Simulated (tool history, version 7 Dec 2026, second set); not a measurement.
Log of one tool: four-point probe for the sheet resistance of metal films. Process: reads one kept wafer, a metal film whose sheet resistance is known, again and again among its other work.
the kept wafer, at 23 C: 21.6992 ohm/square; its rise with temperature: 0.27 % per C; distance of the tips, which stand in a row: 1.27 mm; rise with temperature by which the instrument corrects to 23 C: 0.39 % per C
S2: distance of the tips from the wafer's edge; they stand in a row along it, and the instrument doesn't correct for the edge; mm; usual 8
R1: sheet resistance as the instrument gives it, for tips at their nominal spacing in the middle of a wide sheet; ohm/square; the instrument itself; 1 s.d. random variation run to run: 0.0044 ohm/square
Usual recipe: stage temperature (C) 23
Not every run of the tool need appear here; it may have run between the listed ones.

Run 1, hour 0: usual settings. Result: R1 22.002693 ohm/square.
Run 2, hour 59.2: usual settings. Result: R1 21.998464 ohm/square.
Run 3, hour 101.3: usual settings but S2 11 mm. Result: R1 21.86142 ohm/square.
Run 4, hour 150.4: usual settings but S2 11 mm. Result: R1 21.858766 ohm/square.
Run 5, hour 189.2: usual settings but S2 11 mm. Result: R1 21.864246 ohm/square.
Run 6, hour 250.6: usual settings but S2 11 mm. Result: R1 21.865136 ohm/square.
Run 7, hour 306.5: usual settings but stage temperature (C) 20. Result: R1 22.086848 ohm/square.
Run 8, hour 359.4: usual settings. Result: R1 22.000294 ohm/square.
Run 9, hour 414.4: usual settings but stage temperature (C) 20. Result: R1 22.079196 ohm/square.
Run 10, hour 440.6: usual settings but stage temperature (C) 20. Result: R1 22.081598 ohm/square.
Run 11, hour 472.1: usual settings but stage temperature (C) 20. Result: R1 22.085672 ohm/square.
Run 12, hour 521.8: usual settings. Result: R1 21.990895 ohm/square.
Run 13, hour 564.7: usual settings. Result: R1 21.994278 ohm/square.
Run 14, hour 628.8: usual settings but S2 4 mm. Result: R1 22.819359 ohm/square.
Run 15, hour 668.2: usual settings but S2 5 mm. Result: R1 22.426734 ohm/square.
Run 16, hour 728.7: usual settings but S2 5 mm. Result: R1 22.429317 ohm/square.
Run 17, hour 768: usual settings. Result: R1 21.990287 ohm/square.
Run 18, hour 809.5: usual settings. Result: R1 21.991354 ohm/square.
Run 19, hour 869: usual settings. Result: R1 21.996267 ohm/square.
Run 20, hour 927.8: usual settings. Result: R1 21.995217 ohm/square.
Run 21, hour 978.3: usual settings. Result: R1 21.990275 ohm/square.
Run 22, hour 1036.7: usual settings. Result: R1 21.993231 ohm/square.
Run 23, hour 1064.2: usual settings but stage temperature (C) 25, S2 5 mm. Result: R1 22.374901 ohm/square.
Run 24, hour 1091.7: usual settings but stage temperature (C) 29, S2 3 mm. Result: R1 23.414731 ohm/square.
Run 25, hour 1137: usual settings but stage temperature (C) 29, S2 3 mm. Result: R1 23.42479 ohm/square.
Run 26, hour 1183.9: usual settings but stage temperature (C) 29, S2 3 mm. Result: R1 23.425398 ohm/square.
Run 27, hour 1248.7: usual settings but stage temperature (C) 25, S2 30 mm. Result: R1 21.650197 ohm/square.
Run 28, hour 1306.7: usual settings but stage temperature (C) 29, S2 3 mm. Result: R1 23.397762 ohm/square.
Run 29, hour 1341.5: usual settings but stage temperature (C) 19, S2 44 mm. Result: R1 21.808015 ohm/square.
Run 30, hour 1403.5: usual settings but stage temperature (C) 32, S2 3 mm. Result: R1 23.317482 ohm/square.
Run 31, hour 1455: usual settings but stage temperature (C) 29, S2 21 mm. Result: R1 21.566488 ohm/square.
Run 32, hour 1489: usual settings but stage temperature (C) 29, S2 21 mm. Result: R1 21.559778 ohm/square.
Run 33, hour 1517.8: usual settings but stage temperature (C) 30, S2 14 mm. Result: R1 21.586778 ohm/square.
Run 34, hour 1557.9: usual settings but stage temperature (C) 30, S2 14 mm. Result: R1 21.590473 ohm/square.
Run 35, hour 1613.4: usual settings but stage temperature (C) 30, S2 14 mm. Result: R1 21.59379 ohm/square.
Run 36, hour 1678: usual settings but stage temperature (C) 28, S2 45 mm. Result: R1 21.549967 ohm/square.
Run 37, hour 1714.3: usual settings but stage temperature (C) 19, S2 42 mm. Result: R1 21.808457 ohm/square.
Run 38, hour 1767.9: usual settings but stage temperature (C) 30, S2 37 mm. Result: R1 21.50936 ohm/square.
Run 39, hour 1831.7: usual settings but stage temperature (C) 30, S2 37 mm. Result: R1 21.507997 ohm/square.
Run 40, hour 1875.1: usual settings but stage temperature (C) 21, S2 17 mm. Result: R1 21.800894 ohm/square.
Run 41, hour 1903.3: usual settings but stage temperature (C) 22, S2 59 mm. Result: R1 21.708824 ohm/square.
Run 42, hour 1949.9: usual settings but stage temperature (C) 33, S2 20 mm. Result: R1 21.462953 ohm/square.
Run 43, hour 2005.5: usual settings but stage temperature (C) 34, S2 6 mm. Result: R1 21.891431 ohm/square.
Run 44, hour 2060.4: usual settings but stage temperature (C) 34, S2 6 mm. Result: R1 21.892917 ohm/square.

Withheld: 2 entries from between the runs. Position of each, and hidden state at the listed run before versus the listed run after:
After run 24, before run 25: stage's thermometer calibrated (hour 1096.2)
  inner tips' distance over the nominal, %: -0.072 -> -0.075; tips' flats over new ones', %: 37 -> 38; wafer's true temperature over the reading, C: 0.33 -> 0.52
  measured minus no-state result, R1: +0.002383 -> +0.013446 ohm/square
After run 26, before run 27: stage's thermometer calibrated, once more (hour 1193.8)
  inner tips' distance over the nominal, %: -0.078 -> -0.083; tips' flats over new ones', %: 39 -> 40; wafer's true temperature over the reading, C: 0.53 -> 0.1
  measured minus no-state result, R1: +0.013011 -> -0.013873 ohm/square

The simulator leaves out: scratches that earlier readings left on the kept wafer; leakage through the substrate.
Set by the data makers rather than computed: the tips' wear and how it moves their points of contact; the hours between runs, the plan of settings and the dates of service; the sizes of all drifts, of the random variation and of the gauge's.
